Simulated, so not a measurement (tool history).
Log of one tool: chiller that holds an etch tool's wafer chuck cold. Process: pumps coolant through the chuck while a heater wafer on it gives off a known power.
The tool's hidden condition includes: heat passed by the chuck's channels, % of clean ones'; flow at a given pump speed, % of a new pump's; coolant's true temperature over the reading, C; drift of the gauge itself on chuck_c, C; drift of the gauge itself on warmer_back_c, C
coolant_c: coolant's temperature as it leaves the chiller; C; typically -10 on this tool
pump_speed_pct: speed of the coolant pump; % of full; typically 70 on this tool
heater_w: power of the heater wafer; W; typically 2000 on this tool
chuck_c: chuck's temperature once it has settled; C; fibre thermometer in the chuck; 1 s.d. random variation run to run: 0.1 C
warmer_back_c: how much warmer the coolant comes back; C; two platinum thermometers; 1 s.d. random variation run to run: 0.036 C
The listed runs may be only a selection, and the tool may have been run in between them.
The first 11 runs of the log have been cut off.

run,day,coolant_c,pump_speed_pct,heater_w,hours since the coolant was changed and the channels were flushed,hours since the pump was overhauled,hours since the chiller's thermometer was calibrated,chuck_c,warmer_back_c
# day 47.825: chiller's thermometer calibrated
12,47.829,-10,93,2000,8416,4920,0,2.7,4.77
13,52.596,-10,70,2000,8531,5034,114,4.9,6.47
# day 53.108: coolant changed, channels flushed
14,55.283,-10,70,2000,52,5093,173,5.3,6.50
15,61.062,-10,70,2000,191,5232,312,5.0,6.40
16,66.075,-10,70,2000,311,5352,432,5.3,6.44
17,72.079,-10,70,2000,455,5496,576,5.0,6.41
18,75.071,-2,70,2000,527,5568,648,13.1,6.46
19,79.596,-11,63,2942,636,5676,756,12.7,10.53
20,84.167,-2,93,2000,745,5786,866,11.0,4.78
21,86.858,-2,93,2000,810,5851,931,10.8,4.83
22,89.496,-2,93,2000,873,5914,994,10.9,4.78
23,93.283,-1,74,2000,964,6005,1085,13.5,6.07
24,98.617,-10,70,2007,1092,6133,1213,5.3,6.48
25,102.975,-19,70,2007,1197,6237,1318,-4.0,6.48
26,108.058,0,69,2000,1319,6359,1440,15.2,6.59
27,112.858,0,69,2000,1434,6475,1555,15.2,6.57
28,117.517,-10,69,2000,1546,6586,1667,5.2,6.50
29,121.908,-9,64,2098,1651,6692,1772,7.8,7.43
30,125.625,-18,64,2000,1740,6781,1861,-2.1,7.04
31,128.400,-10,70,1830,1807,6848,1928,3.8,5.87
32,130.975,-10,70,1830,1869,6909,1990,3.7,5.94
33,133.633,-19,97,2774,1933,6973,2053,-1.7,6.38

Consider 3 possible next runs. They are alternatives, not a sequence: every one starts from the tool as it was left by run 33. What does each give?
A,137.846,-10,70,2381,2034,7074,2154,?,?
B,137.846,-19,84,2637,2034,7074,2154,?,?
C,137.846,-3,81,1636,2034,7074,2154,?,?

run,chuck_c,warmer_back_c
A,8.0,7.61
B,-1.2,7.03
C,8.4,4.57
Without the tool's unlogged condition, the same runs would have read:
run,chuck_c,warmer_back_c
A,8.0,7.60
B,-1.2,7.02
C,8.4,4.56

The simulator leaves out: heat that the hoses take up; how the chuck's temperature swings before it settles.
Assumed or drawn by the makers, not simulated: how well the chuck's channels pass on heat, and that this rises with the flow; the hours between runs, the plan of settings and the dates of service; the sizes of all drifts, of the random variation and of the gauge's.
